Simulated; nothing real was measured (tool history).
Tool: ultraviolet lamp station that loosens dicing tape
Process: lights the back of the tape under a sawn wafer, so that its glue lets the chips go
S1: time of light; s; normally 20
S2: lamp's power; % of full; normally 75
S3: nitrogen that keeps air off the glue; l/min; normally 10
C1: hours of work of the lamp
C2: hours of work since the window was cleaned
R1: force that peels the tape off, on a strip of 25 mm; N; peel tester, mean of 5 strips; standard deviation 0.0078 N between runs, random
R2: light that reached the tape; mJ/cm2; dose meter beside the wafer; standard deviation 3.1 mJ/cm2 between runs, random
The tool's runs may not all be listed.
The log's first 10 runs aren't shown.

run	day	S1	S2	S3	C1	C2	R1	R2
11	24.133	20	99	10	757	195	0.800	297
# day 24.404: window cleaned of glue's vapour, once more
12	25.838	20	99	10	780	19	0.293	465
13	28.750	20	62	10	818	58	0.907	279
14	30.417	20	64	10	840	80	0.880	276
15	32.562	20	64	10	869	108	0.904	276
16	34.992	20	64	10	901	141	1.001	264
17	37.808	20	86	10	939	178	0.626	336
18	39.250	14	63	5	958	197	2.441	170
# day 40.533: window cleaned of glue's vapour
19	42.275	14	63	5	998	23	2.067	192
20	44.633	14	63	5	1029	54	2.161	188
21	46.138	17	71	5	1049	74	1.501	253
22	48.862	10	77	9	1085	111	2.172	151
23	52.079	10	77	9	1128	153	2.353	144
24	54.708	20	89	10	1163	188	0.680	325
25	56.033	17	89	18	1180	206	0.779	266
# day 56.767: window cleaned of glue's vapour
26	59.321	17	89	18	1224	34	0.592	300
27	60.929	10	75	4	1245	55	2.947	147
28	62.988	18	75	3	1272	83	1.857	252
29	65.921	18	75	3	1311	121	1.988	243
30	68.746	18	75	3	1349	159	1.983	229
31	71.421	18	75	3	1384	195	2.234	219
# day 72.896: window cleaned of glue's vapour
32	73.958	36	75	10	1418	14	0.247	499
33	76.333	36	75	10	1449	46	0.283	483

Branching from run 33: 4 alternative next runs. What would each branch give?
A	77.962	20	99	10	1471	67	?	?
B	77.962	36	75	17	1471	67	?	?
C	77.962	20	91	10	1471	67	?	?
D	77.962	20	71	10	1471	67	?	?

run	R1	R2
A	0.575	346
B	0.215	475
C	0.689	319
D	1.068	251
With no hidden state in the tool, these same runs would have given:
run	R1	R2
A	0.165	618
B	0.111	849
C	0.192	570
D	0.327	447

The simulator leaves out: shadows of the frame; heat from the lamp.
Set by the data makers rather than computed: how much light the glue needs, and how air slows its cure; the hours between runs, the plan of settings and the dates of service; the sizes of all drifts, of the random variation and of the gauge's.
